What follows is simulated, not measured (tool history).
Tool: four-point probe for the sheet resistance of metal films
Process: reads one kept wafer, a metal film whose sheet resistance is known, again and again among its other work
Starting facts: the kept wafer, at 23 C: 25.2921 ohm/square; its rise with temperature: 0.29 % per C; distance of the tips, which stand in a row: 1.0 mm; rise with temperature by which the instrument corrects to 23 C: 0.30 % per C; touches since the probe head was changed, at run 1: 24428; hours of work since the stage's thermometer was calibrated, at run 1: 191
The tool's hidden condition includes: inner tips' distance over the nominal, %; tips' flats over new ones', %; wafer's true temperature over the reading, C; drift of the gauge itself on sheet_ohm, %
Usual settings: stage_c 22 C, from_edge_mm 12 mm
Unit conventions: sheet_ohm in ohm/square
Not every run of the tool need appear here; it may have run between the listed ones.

run   hour  stage_c  from_edge_mm  touches since the probe head was changed  hours of work since the stage's thermometer was calibrated  sheet_ohm
  1    0.0       22            12                                     24428                                                         191  25.424320
  2   12.1       22            12                                     25093                                                         200  25.443112
  3   24.5       22            12                                     25776                                                         208  25.437746
  4   34.2       22            12                                     26306                                                         215  25.437535
  5   43.3       22            14                                     26805                                                         221  25.403547
  6   55.5       22            14                                     27475                                                         230  25.428385
  7   68.4       22             7                                     28184                                                         238  25.620015
  8   80.9       27             5                                     28875                                                         247  25.889697
  9   93.6       27             5                                     29572                                                         256  25.897954
 10  111.3       27             5                                     30544                                                         268  25.895195
 11  125.4       21             9                                     31316                                                         277  25.534303

Each row is a separate what-if for the run after 11, all from the same tool condition, not one after another. Results?
  A  143.1       29            16                                     32292                                                         290          ?
  B  143.1       34            48                                     32292                                                         290          ?
  C  143.1       27            12                                     32292                                                         290          ?
  D  143.1       21             4                                     32292                                                         290          ?

run  sheet_ohm
  A  25.423068
  B  25.373425
  C  25.468533
  D  26.200044
Without the tool's unlogged condition, the same runs would have read:
run  sheet_ohm
  A  25.343686
  B  25.294291
  C  25.388975
  D  26.118239
